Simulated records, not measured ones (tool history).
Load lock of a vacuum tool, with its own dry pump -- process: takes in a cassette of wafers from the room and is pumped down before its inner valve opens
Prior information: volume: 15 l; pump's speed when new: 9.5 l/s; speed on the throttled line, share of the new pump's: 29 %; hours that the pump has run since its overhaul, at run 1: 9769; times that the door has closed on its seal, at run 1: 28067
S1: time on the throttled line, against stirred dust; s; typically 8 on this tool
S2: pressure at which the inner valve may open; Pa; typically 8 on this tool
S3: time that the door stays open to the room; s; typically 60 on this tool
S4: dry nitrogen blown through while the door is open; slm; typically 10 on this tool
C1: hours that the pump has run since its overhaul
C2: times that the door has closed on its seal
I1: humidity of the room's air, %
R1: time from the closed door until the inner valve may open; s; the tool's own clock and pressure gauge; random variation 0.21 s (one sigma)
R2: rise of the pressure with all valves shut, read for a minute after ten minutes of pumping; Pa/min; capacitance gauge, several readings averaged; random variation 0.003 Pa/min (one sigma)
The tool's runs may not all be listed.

{"run": 1, "hour": 0.0, "S1": 8, "S2": 8, "S3": 60, "S4": 10, "C1": 9769, "C2": 28067, "I1": 45.9, "R1": 22.4, "R2": 0.158}
{"run": 2, "hour": 409.4, "S1": 8, "S2": 8, "S3": 60, "S4": 10, "C1": 10179, "C2": 29607, "I1": 50.8, "R1": 23.1, "R2": 0.173}
{"run": 3, "hour": 602.8, "S1": 8, "S2": 8, "S3": 60, "S4": 10, "C1": 10372, "C2": 30334, "I1": 39.6, "R1": 22.8, "R2": 0.167}
{"run": 4, "hour": 952.8, "S1": 8, "S2": 8, "S3": 60, "S4": 10, "C1": 10722, "C2": 31650, "I1": 44.7, "R1": 23, "R2": 0.18}
{"run": 5, "hour": 1248.8, "S1": 8, "S2": 8, "S3": 60, "S4": 10, "C1": 11018, "C2": 32763, "I1": 43.8, "R1": 22.4, "R2": 0.189}
{"run": 6, "hour": 1604.9, "S1": 8, "S2": 8, "S3": 60, "S4": 10, "C1": 11374, "C2": 34102, "I1": 44.1, "R1": 23.2, "R2": 0.191}
{"run": 7, "hour": 1841.6, "S1": 8, "S2": 8, "S3": 176, "S4": 10, "C1": 11611, "C2": 34992, "I1": 43.6, "R1": 23.2, "R2": 0.214}
{"run": 8, "hour": 2054.6, "S1": 8, "S2": 8, "S3": 60, "S4": 12, "C1": 11824, "C2": 35793, "I1": 46.2, "R1": 23.5, "R2": 0.198}
{"run": 9, "hour": 2349.0, "S1": 8, "S2": 8, "S3": 60, "S4": 10, "C1": 12118, "C2": 36900, "I1": 43.7, "R1": 23.3, "R2": 0.221}
{"run": 10, "hour": 2517.9, "S1": 8, "S2": 8, "S3": 60, "S4": 5, "C1": 12287, "C2": 37535, "I1": 42.6, "R1": 23.8, "R2": 0.224}
{"run": 11, "hour": 2904.0, "S1": 8, "S2": 12, "S3": 60, "S4": 5, "C1": 12673, "C2": 38987, "I1": 46.2, "R1": 22.8, "R2": 0.243}
{"run": 12, "hour": 3202.0, "S1": 8, "S2": 12, "S3": 60, "S4": 5, "C1": 12971, "C2": 40107, "I1": 44.6, "R1": 22.5, "R2": 0.249}
{"run": 13, "hour": 3502.3, "S1": 8, "S2": 12, "S3": 41, "S4": 5, "C1": 13272, "C2": 41237, "I1": 43, "R1": 22.6, "R2": 0.25}
{"run": 14, "hour": 3854.0, "S1": 8, "S2": 8, "S3": 60, "S4": 10, "C1": 13623, "C2": 42559, "I1": 44, "R1": 23.8, "R2": 0.262}
{"run": 15, "hour": 4235.8, "S1": 8, "S2": 8, "S3": 60, "S4": 10, "C1": 14005, "C2": 43995, "I1": 48.4, "R1": 23.8, "R2": 0.274}
{"run": 16, "hour": 4425.7, "S1": 8, "S2": 8, "S3": 60, "S4": 10, "C1": 14195, "C2": 44709, "I1": 42.8, "R1": 23.8, "R2": 0.279}
{"run": 17, "hour": 4636.1, "S1": 8, "S2": 8, "S3": 60, "S4": 13, "C1": 14406, "C2": 45500, "I1": 46.9, "R1": 23.9, "R2": 0.282}
{"run": 18, "hour": 5022.8, "S1": 8, "S2": 8, "S3": 60, "S4": 13, "C1": 14792, "C2": 46954, "I1": 42.3, "R1": 24.3, "R2": 0.295}
{"run": 19, "hour": 5218.1, "S1": 8, "S2": 8, "S3": 60, "S4": 26, "C1": 14988, "C2": 47689, "I1": 46.9, "R1": 24.2, "R2": 0.291}
{"run": 20, "hour": 5427.9, "S1": 8, "S2": 8, "S3": 60, "S4": 26, "C1": 15197, "C2": 48477, "I1": 40.7, "R1": 23.9, "R2": 0.293}
{"run": 21, "hour": 5695.1, "S1": 8, "S2": 8, "S3": 60, "S4": 6, "C1": 15464, "C2": 49482, "I1": 47.7, "R1": 24.2, "R2": 0.331}
{"run": 22, "hour": 6064.2, "S1": 8, "S2": 8, "S3": 60, "S4": 6, "C1": 15834, "C2": 50870, "I1": 42.9, "R1": 24.6, "R2": 0.335}
{"run": 23, "hour": 6267.0, "S1": 13, "S2": 8, "S3": 60, "S4": 38, "C1": 16036, "C2": 51633, "I1": 41.2, "R1": 28, "R2": 0.321}
{"run": 24, "hour": 6546.7, "S1": 13, "S2": 8, "S3": 60, "S4": 38, "C1": 16316, "C2": 52685, "I1": 43.9, "R1": 27.9, "R2": 0.33}
{"run": 25, "hour": 6803.2, "S1": 13, "S2": 12, "S3": 230, "S4": 38, "C1": 16573, "C2": 53649, "I1": 46.8, "R1": 26.9, "R2": 0.351}
{"run": 26, "hour": 7079.0, "S1": 13, "S2": 12, "S3": 230, "S4": 38, "C1": 16848, "C2": 54686, "I1": 42.9, "R1": 27.1, "R2": 0.356}
{"run": 27, "hour": 7394.3, "S1": 5, "S2": 7, "S3": 133, "S4": 23, "C1": 17164, "C2": 55872, "I1": 45, "R1": 23.5, "R2": 0.374}
{"hour": 7590.2, "done": "dry pump taken out, an overhauled one fitted"}
{"run": 28, "hour": 7752.8, "S1": 5, "S2": 7, "S3": 133, "S4": 23, "C1": 163, "C2": 57197, "I1": 43.6, "R1": 19.1, "R2": 0.386}
{"run": 29, "hour": 7954.7, "S1": 10, "S2": 11, "S3": 60, "S4": 6, "C1": 364, "C2": 57956, "I1": 43.1, "R1": 21.8, "R2": 0.398}
{"run": 30, "hour": 8280.7, "S1": 8, "S2": 15, "S3": 29, "S4": 10, "C1": 691, "C2": 59183, "I1": 46.2, "R1": 19.9, "R2": 0.406}
{"run": 31, "hour": 8661.9, "S1": 7, "S2": 10, "S3": 29, "S4": 10, "C1": 1072, "C2": 60616, "I1": 46, "R1": 19.7, "R2": 0.418}
{"run": 32, "hour": 8998.2, "S1": 7, "S2": 10, "S3": 29, "S4": 10, "C1": 1408, "C2": 61881, "I1": 45.7, "R1": 19.9, "R2": 0.422}
{"hour": 9245.3, "done": "door's seal changed, seat wiped"}
{"run": 33, "hour": 9298.4, "S1": 4, "S2": 8, "S3": 60, "S4": 21, "C1": 1707, "C2": 199, "I1": 45.4, "R1": 18.3, "R2": 0.034}
{"run": 34, "hour": 9573.4, "S1": 5, "S2": 16, "S3": 60, "S4": 21, "C1": 1982, "C2": 1234, "I1": 45.2, "R1": 18.1, "R2": 0.033}
{"run": 35, "hour": 9908.3, "S1": 8, "S2": 16, "S3": 60, "S4": 21, "C1": 2317, "C2": 2493, "I1": 45.3, "R1": 20, "R2": 0.044}
{"run": 36, "hour": 10222.4, "S1": 8, "S2": 7, "S3": 60, "S4": 21, "C1": 2631, "C2": 3674, "I1": 48.3, "R1": 21.3, "R2": 0.044}
{"run": 37, "hour": 10427.8, "S1": 5, "S2": 13, "S3": 60, "S4": 6, "C1": 2836, "C2": 4446, "I1": 42.9, "R1": 18.2, "R2": 0.06}
{"run": 38, "hour": 10776.8, "S1": 10, "S2": 13, "S3": 60, "S4": 4, "C1": 3185, "C2": 5759, "I1": 43.2, "R1": 21.6, "R2": 0.061}

Pick out some run-to-run changes in R1. Of each, how much would a tool without hidden state show as well, from the settings, what came in and chance, and how much is left for the hidden state and any gauge scatter not in both results compared?
The tool's hidden condition here consists of: pump's speed, % of a new pump's; leak at the door's seal, Pa l/s; drift of the gauge itself on ready_s, %; drift of the gauge itself on rise_pa_min, %.
Run 13 -> 14: S2 12 -> 8, S3 41 -> 60, S4 5 -> 10. R1 +1.2 s: hidden state +0.3, all else +0.9.
Run 26 -> 27: S1 13 -> 5, S2 12 -> 7, S3 230 -> 133, S4 38 -> 23. R1 -3.6 s: hidden state +1.1, all else -4.7.
Run 27 -> 28: dry pump taken out, an overhauled one fitted. R1 -4.4 s: hidden state -4.5, all else +0.1.
Run 37 -> 38: S1 5 -> 10, S4 6 -> 4. R1 +3.4 s: hidden state +0, all else +3.4.
